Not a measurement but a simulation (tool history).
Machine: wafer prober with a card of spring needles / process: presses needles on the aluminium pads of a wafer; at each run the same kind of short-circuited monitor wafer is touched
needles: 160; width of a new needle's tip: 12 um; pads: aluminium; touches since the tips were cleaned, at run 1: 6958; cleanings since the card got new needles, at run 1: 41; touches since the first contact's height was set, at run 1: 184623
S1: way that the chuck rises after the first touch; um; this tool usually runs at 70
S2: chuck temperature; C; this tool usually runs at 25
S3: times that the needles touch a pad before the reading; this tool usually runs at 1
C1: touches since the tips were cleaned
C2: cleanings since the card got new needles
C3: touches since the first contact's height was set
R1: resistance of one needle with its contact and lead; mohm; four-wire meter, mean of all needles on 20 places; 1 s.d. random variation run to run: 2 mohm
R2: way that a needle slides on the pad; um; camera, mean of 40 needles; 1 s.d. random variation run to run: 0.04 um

{"run": 1, "hour": 0.0, "S1": 70, "S2": 25, "S3": 1, "C1": 6958, "C2": 41, "C3": 184623, "R1": 374, "R2": 12.88}
{"hour": 7.7, "done": "tips cleaned on abrasive film"}
{"hour": 34.2, "done": "tips cleaned on abrasive film"}
{"run": 2, "hour": 36.4, "S1": 70, "S2": 25, "S3": 1, "C1": 764, "C2": 43, "C3": 197081, "R1": 288, "R2": 12.91}
{"hour": 61.3, "done": "tips cleaned on abrasive film"}
{"run": 3, "hour": 77.3, "S1": 70, "S2": 25, "S3": 1, "C1": 5479, "C2": 44, "C3": 211084, "R1": 383, "R2": 12.96}
{"hour": 91.4, "done": "tips cleaned on abrasive film"}
{"run": 4, "hour": 111.2, "S1": 70, "S2": 25, "S3": 1, "C1": 6794, "C2": 45, "C3": 222702, "R1": 388, "R2": 12.88}
{"hour": 119.1, "done": "tips cleaned on abrasive film"}
{"hour": 140.2, "done": "height of the first contact set anew"}
{"hour": 146.9, "done": "tips cleaned on abrasive film"}
{"run": 5, "hour": 152.0, "S1": 70, "S2": 25, "S3": 1, "C1": 1749, "C2": 47, "C3": 4017, "R1": 334, "R2": 13.14}
{"hour": 173.5, "done": "tips cleaned on abrasive film"}
{"run": 6, "hour": 195.3, "S1": 70, "S2": 25, "S3": 2, "C1": 7468, "C2": 48, "C3": 18855, "R1": 312, "R2": 13.06}
{"hour": 201.6, "done": "tips cleaned on abrasive film"}
{"run": 7, "hour": 225.0, "S1": 70, "S2": 41, "S3": 2, "C1": 8020, "C2": 49, "C3": 29024, "R1": 323, "R2": 13.13}
{"hour": 228.2, "done": "tips cleaned on abrasive film"}
{"hour": 256.6, "done": "tips cleaned on abrasive film"}
{"run": 8, "hour": 268.4, "S1": 70, "S2": 41, "S3": 2, "C1": 4049, "C2": 51, "C3": 43870, "R1": 316, "R2": 13.05}
{"hour": 284.0, "done": "tips cleaned on abrasive film"}
{"run": 9, "hour": 290.1, "S1": 70, "S2": 41, "S3": 2, "C1": 2084, "C2": 52, "C3": 51313, "R1": 295, "R2": 13.09}
{"hour": 311.5, "done": "tips cleaned on abrasive film"}
{"run": 10, "hour": 326.3, "S1": 70, "S2": 41, "S3": 2, "C1": 5084, "C2": 53, "C3": 63722, "R1": 312, "R2": 13.05}
{"hour": 338.0, "done": "tips cleaned on abrasive film"}
{"run": 11, "hour": 358.0, "S1": 70, "S2": 25, "S3": 1, "C1": 6865, "C2": 54, "C3": 74577, "R1": 381, "R2": 13.04}
{"hour": 367.9, "done": "tips cleaned on abrasive film"}
{"run": 12, "hour": 382.9, "S1": 70, "S2": 25, "S3": 1, "C1": 5172, "C2": 55, "C3": 83118, "R1": 378, "R2": 13.01}
{"hour": 395.8, "done": "tips cleaned on abrasive film"}
{"run": 13, "hour": 412.4, "S1": 70, "S2": 25, "S3": 1, "C1": 5712, "C2": 56, "C3": 93225, "R1": 381, "R2": 12.98}
{"hour": 422.2, "done": "tips cleaned on abrasive film"}
{"run": 14, "hour": 434.0, "S1": 70, "S2": 25, "S3": 1, "C1": 4073, "C2": 57, "C3": 100605, "R1": 375, "R2": 12.97}
{"hour": 449.1, "done": "tips cleaned on abrasive film"}
{"run": 15, "hour": 464.7, "S1": 70, "S2": 25, "S3": 1, "C1": 5362, "C2": 58, "C3": 111106, "R1": 384, "R2": 13.01}
{"hour": 476.1, "done": "tips cleaned on abrasive film"}
{"hour": 503.3, "done": "tips cleaned on abrasive film"}
{"run": 16, "hour": 503.3, "S1": 70, "S2": 25, "S3": 1, "C1": 0, "C2": 60, "C3": 124321, "R1": 230, "R2": 13.01}
{"hour": 532.8, "done": "tips cleaned on abrasive film"}
{"run": 17, "hour": 545.3, "S1": 87, "S2": 25, "S3": 1, "C1": 4276, "C2": 61, "C3": 138711, "R1": 332, "R2": 16.2}
{"hour": 559.6, "done": "tips cleaned on abrasive film"}
{"hour": 586.8, "done": "tips cleaned on abrasive film"}
{"run": 18, "hour": 586.8, "S1": 53, "S2": 100, "S3": 2, "C1": 0, "C2": 63, "C3": 152900, "R1": 254, "R2": 9.76}
{"hour": 613.4, "done": "tips cleaned on abrasive film"}
{"run": 19, "hour": 624.1, "S1": 53, "S2": 100, "S3": 2, "C1": 3669, "C2": 64, "C3": 165689, "R1": 387, "R2": 9.71}
{"hour": 640.0, "done": "tips cleaned on abrasive film"}
{"hour": 669.1, "done": "tips cleaned on abrasive film"}
{"run": 20, "hour": 669.8, "S1": 70, "S2": 67, "S3": 1, "C1": 231, "C2": 66, "C3": 181320, "R1": 263, "R2": 12.85}
{"hour": 697.9, "done": "tips cleaned on abrasive film"}
{"run": 21, "hour": 707.3, "S1": 70, "S2": 67, "S3": 3, "C1": 3226, "C2": 67, "C3": 194190, "R1": 281, "R2": 12.9}
{"hour": 727.7, "done": "tips cleaned on abrasive film"}
{"run": 22, "hour": 752.8, "S1": 69, "S2": 84, "S3": 2, "C1": 8624, "C2": 68, "C3": 209800, "R1": 329, "R2": 12.76}
{"hour": 755.3, "done": "tips cleaned on abrasive film"}
{"hour": 781.7, "done": "tips cleaned on abrasive film"}
{"run": 23, "hour": 787.8, "S1": 72, "S2": 26, "S3": 1, "C1": 2103, "C2": 70, "C3": 221744, "R1": 331, "R2": 13.26}
{"hour": 809.1, "done": "tips cleaned on abrasive film"}
{"hour": 817.6, "done": "height of the first contact set anew"}
{"run": 24, "hour": 821.3, "S1": 86, "S2": 26, "S3": 1, "C1": 4091, "C2": 71, "C3": 1277, "R1": 331, "R2": 16.12}
{"hour": 837.6, "done": "tips cleaned on abrasive film"}
{"run": 25, "hour": 847.9, "S1": 86, "S2": 32, "S3": 1, "C1": 3556, "C2": 72, "C3": 10394, "R1": 332, "R2": 16.14}
{"hour": 866.0, "done": "tips cleaned on abrasive film"}
{"run": 26, "hour": 883.7, "S1": 70, "S2": 33, "S3": 2, "C1": 6072, "C2": 73, "C3": 22642, "R1": 320, "R2": 13.07}
{"hour": 895.2, "done": "tips cleaned on abrasive film"}
{"run": 27, "hour": 915.2, "S1": 81, "S2": 25, "S3": 3, "C1": 6848, "C2": 74, "C3": 33435, "R1": 266, "R2": 15.18}
{"hour": 922.7, "done": "tips cleaned on abrasive film"}
{"hour": 949.5, "done": "tips cleaned on abrasive film"}
{"run": 28, "hour": 956.0, "S1": 81, "S2": 25, "S3": 2, "C1": 2225, "C2": 76, "C3": 47406, "R1": 278, "R2": 15.21}
{"hour": 975.8, "done": "tips cleaned on abrasive film"}
{"run": 29, "hour": 997.6, "S1": 52, "S2": 32, "S3": 1, "C1": 7488, "C2": 77, "C3": 61667, "R1": 508, "R2": 9.69}
{"hour": 1003.8, "done": "tips cleaned on abrasive film"}
{"hour": 1032.2, "done": "tips cleaned on abrasive film"}
{"run": 30, "hour": 1041.4, "S1": 88, "S2": 46, "S3": 1, "C1": 3169, "C2": 79, "C3": 76645, "R1": 320, "R2": 16.36}
{"hour": 1061.3, "done": "tips cleaned on abrasive film"}
{"run": 31, "hour": 1074.2, "S1": 88, "S2": 46, "S3": 1, "C1": 4434, "C2": 80, "C3": 87879, "R1": 334, "R2": 16.42}
{"hour": 1089.3, "done": "tips cleaned on abrasive film"}
{"run": 32, "hour": 1094.2, "S1": 70, "S2": 25, "S3": 1, "C1": 1689, "C2": 81, "C3": 94720, "R1": 323, "R2": 13.04}

Branching from run 32: 3 alternative next runs. What would each branch give?
{"hour": 1116.8, "done": "tips cleaned on abrasive film"}
{"run": "A", "hour": 1138.5, "S1": 70, "S2": 28, "S3": 1, "C1": 7458, "C2": 82, "C3": 109911, "R1": "?", "R2": "?"}
{"hour": 1116.8, "done": "tips cleaned on abrasive film"}
{"run": "B", "hour": 1138.5, "S1": 75, "S2": 37, "S3": 3, "C1": 7458, "C2": 82, "C3": 109911, "R1": "?", "R2": "?"}
{"hour": 1116.8, "done": "tips cleaned on abrasive film"}
{"run": "C", "hour": 1138.5, "S1": 71, "S2": 81, "S3": 2, "C1": 7458, "C2": 82, "C3": 109911, "R1": "?", "R2": "?"}

run=A R1=396 R2=13.03
run=B R1=273 R2=14.03
run=C R1=326 R2=13.19
With the hidden condition removed and each run's random variation left untouched, the same runs would have given:
run=A R1=216 R2=13.16
run=B R1=215 R2=14.16
run=C R1=229 R2=13.32
